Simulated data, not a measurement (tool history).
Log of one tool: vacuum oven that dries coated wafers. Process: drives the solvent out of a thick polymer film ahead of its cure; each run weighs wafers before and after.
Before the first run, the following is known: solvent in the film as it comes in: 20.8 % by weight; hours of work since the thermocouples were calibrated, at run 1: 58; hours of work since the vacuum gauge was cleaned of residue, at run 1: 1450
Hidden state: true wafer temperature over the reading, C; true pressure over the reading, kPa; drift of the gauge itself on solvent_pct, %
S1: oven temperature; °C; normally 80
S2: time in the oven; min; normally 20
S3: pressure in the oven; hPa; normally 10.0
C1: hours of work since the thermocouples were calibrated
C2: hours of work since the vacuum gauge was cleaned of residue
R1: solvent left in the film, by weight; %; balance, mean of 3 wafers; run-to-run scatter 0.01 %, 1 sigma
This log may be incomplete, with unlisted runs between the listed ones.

run    hour  S1  S2    S3   C1    C2    R1
  1     0.0  80  20  10.0   58  1450  1.59
  2    27.9  80  20  10.0   77  1469  1.58
  3    74.6  80  20  10.0  109  1501  1.59
  4   116.0  80  20  19.1  138  1530  1.99
  5   151.7  80  20  19.1  162  1554  2.00
  6   211.2  80  20  19.1  203  1595  2.02
  7   247.9  80  26  10.0  228  1620  0.98
  8   281.4  80  20  15.7  252  1643  1.85
  9   315.4  80  20  15.7  275  1667  1.84
 10   350.1  84  20  15.7  299  1691  1.21
 11   381.7  80  20  10.0  321  1712  1.58
 12   436.9  80  20  10.0  359  1750  1.58
 13   466.0  80  20  10.0  379  1770  1.59
 14   492.3  80  20   5.6  397  1789  1.40
 15   519.1  80  20  24.9  415  1807  2.27
 16   562.0  80  20  12.5  445  1836  1.71
 17   610.0  80  20  10.0  478  1869  1.58
 18   641.1  65  20  10.0  499  1891  6.05
      663.5  -- vacuum gauge cleaned of residue and calibrated
 19   674.3  65  20  10.0  521     7  6.02
 20   731.1  65  20  10.0  560    47  6.01
 21   787.7  80  29  10.0  599    85  0.79
 22   829.6  80  29  10.0  628   114  0.81
      857.3  -- oven's thermocouples calibrated
 23   891.8  80  15  10.0   24   156  2.65
 24   943.8  73  20   6.6   59   191  3.07
 25   969.7  73  20   6.6   77   209  3.07
 26  1010.1  80  16  19.2  105   237  2.76
 27  1035.4  80  22  11.5  123   255  1.37
 28  1066.0  69  25  10.0  144   276  3.41
 29  1098.0  65  22  10.0  166   298  5.47
 30  1134.6  65  22  10.0  191   323  5.51
 31  1180.6  91  15  37.4  222   354  1.59
 32  1235.1  73  20  23.7  260   392  4.04
 33  1274.3  86  32  27.0  287   419  1.08
 34  1324.0  80  14  10.0  321   453  2.96
 35  1384.1  66  20  10.0  362   494  5.65
 36  1439.9  92  28  10.0  401   533  0.33
 37  1481.2  80  12  32.9  429   561  4.62
 38  1523.1  68  20   6.4  458   590  4.69
 39  1577.6  67  35  10.0  496   628  2.51
 40  1618.5  95  30  10.0  524   656  0.27
 41  1648.8  84  11  10.0  545   677  3.01
 42  1673.5  93  20   6.8  562   694  0.28
 43  1714.2  80  20  17.7  590   722  1.93
 44  1746.0  89  20  31.2  611   743  1.26
     1800.8  -- oven's thermocouples calibrated
 45  1803.7  77  29  25.5    2   782  1.97

Here are 3 independent what-if runs from the current tool condition. What would each one return?
  A  1837.6  80  20  14.9  25  805   ?
  B  1837.6  77  29   7.6  25  805   ?
  C  1837.6  79  30  39.5  25  805   ?

run    R1
  A  1.82
  B  1.01
  C  2.33
What these runs would have given with no unlogged condition in the tool:
run    R1
  A  1.81
  B  1.01
  C  2.33
